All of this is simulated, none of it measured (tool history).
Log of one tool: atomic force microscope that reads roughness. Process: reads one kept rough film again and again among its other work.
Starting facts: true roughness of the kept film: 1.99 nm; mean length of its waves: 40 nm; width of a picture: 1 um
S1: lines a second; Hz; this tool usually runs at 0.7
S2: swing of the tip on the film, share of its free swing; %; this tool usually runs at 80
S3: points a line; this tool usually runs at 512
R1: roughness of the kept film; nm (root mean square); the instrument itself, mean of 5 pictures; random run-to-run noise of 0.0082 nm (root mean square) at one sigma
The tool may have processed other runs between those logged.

run 1 hour=0 | S1=0.7 S2=80 S3=512 | R1=1.765
run 2 hour=7 | S1=0.7 S2=80 S3=512 | R1=1.757
run 3 hour=17.8 | S1=0.7 S2=80 S3=512 | R1=1.737
run 4 hour=27.9 | S1=0.7 S2=80 S3=512 | R1=1.722
run 5 hour=40.6 | S1=0.7 S2=80 S3=512 | R1=1.71
run 6 hour=46.8 | S1=0.7 S2=80 S3=512 | R1=1.704
run 7 hour=60.1 | S1=0.7 S2=80 S3=512 | R1=1.684
-- hour=63.9 new tip fitted
run 8 hour=67.8 | S1=0.7 S2=80 S3=512 | R1=1.77
run 9 hour=76.1 | S1=0.7 S2=80 S3=349 | R1=1.754
run 10 hour=87 | S1=0.7 S2=80 S3=427 | R1=1.773
run 11 hour=93 | S1=0.7 S2=80 S3=512 | R1=1.757
run 12 hour=100 | S1=0.7 S2=73 S3=512 | R1=1.771
run 13 hour=107.6 | S1=1.203 S2=73 S3=512 | R1=1.717
run 14 hour=114.7 | S1=1.203 S2=73 S3=512 | R1=1.709
run 15 hour=122.5 | S1=1.203 S2=73 S3=512 | R1=1.695
run 16 hour=131 | S1=1.203 S2=73 S3=512 | R1=1.69
run 17 hour=138.9 | S1=0.7 S2=80 S3=512 | R1=1.701
run 18 hour=144.7 | S1=0.7 S2=80 S3=512 | R1=1.688
run 19 hour=150.6 | S1=0.7 S2=80 S3=512 | R1=1.692
-- hour=152.4 new tip fitted
run 20 hour=161.2 | S1=0.7 S2=80 S3=512 | R1=1.78
run 21 hour=173.2 | S1=0.7 S2=80 S3=500 | R1=1.761
-- hour=175 height scale calibrated on a step standard
run 22 hour=180.2 | S1=0.7 S2=80 S3=500 | R1=1.759
run 23 hour=186.7 | S1=0.7 S2=78 S3=500 | R1=1.763
run 24 hour=198.5 | S1=0.921 S2=78 S3=500 | R1=1.706
run 25 hour=205.9 | S1=1.194 S2=55 S3=293 | R1=1.764
run 26 hour=213.8 | S1=1.382 S2=86 S3=861 | R1=1.572
run 27 hour=220.8 | S1=1.382 S2=86 S3=861 | R1=1.577
run 28 hour=232.2 | S1=3.274 S2=73 S3=617 | R1=1.511
run 29 hour=239.3 | S1=3.274 S2=73 S3=617 | R1=1.511
-- hour=241.3 new tip fitted
-- hour=251.6 height scale calibrated on a step standard, once more
run 30 hour=254 | S1=3.274 S2=73 S3=617 | R1=1.574
run 31 hour=264.8 | S1=0.7 S2=87 S3=941 | R1=1.73
run 32 hour=274.6 | S1=0.7 S2=80 S3=337 | R1=1.749
run 33 hour=285.6 | S1=0.658 S2=63 S3=353 | R1=1.795
run 34 hour=292.2 | S1=0.658 S2=65 S3=370 | R1=1.775
run 35 hour=303.7 | S1=0.658 S2=65 S3=370 | R1=1.76
run 36 hour=309.7 | S1=1.148 S2=65 S3=334 | R1=1.725
run 37 hour=319.9 | S1=1.148 S2=65 S3=334 | R1=1.714
run 38 hour=327 | S1=1.148 S2=65 S3=334 | R1=1.704
-- hour=330.3 new tip fitted
run 39 hour=335.5 | S1=1.883 S2=66 S3=408 | R1=1.758
run 40 hour=348.1 | S1=1.883 S2=66 S3=408 | R1=1.734
run 41 hour=359 | S1=1.883 S2=66 S3=927 | R1=1.737
run 42 hour=370.5 | S1=0.7 S2=80 S3=413 | R1=1.718
run 43 hour=380.5 | S1=0.7 S2=58 S3=964 | R1=1.805

What if the next run were any one of these 4? Each begins from the tool's condition after run 43:
run A hour=387.2 | S1=0.7 S2=79 S3=512 | R1=?
run B hour=387.2 | S1=0.7 S2=58 S3=409 | R1=?
run C hour=387.2 | S1=0.7 S2=86 S3=512 | R1=?
run D hour=387.2 | S1=0.7 S2=57 S3=361 | R1=?

run=A R1=1.724
run=B R1=1.776
run=C R1=1.685
run=D R1=1.787
Without the tool's unlogged condition, the same runs would have read:
run=A R1=1.798
run=B R1=1.852
run=C R1=1.757
run=D R1=1.864
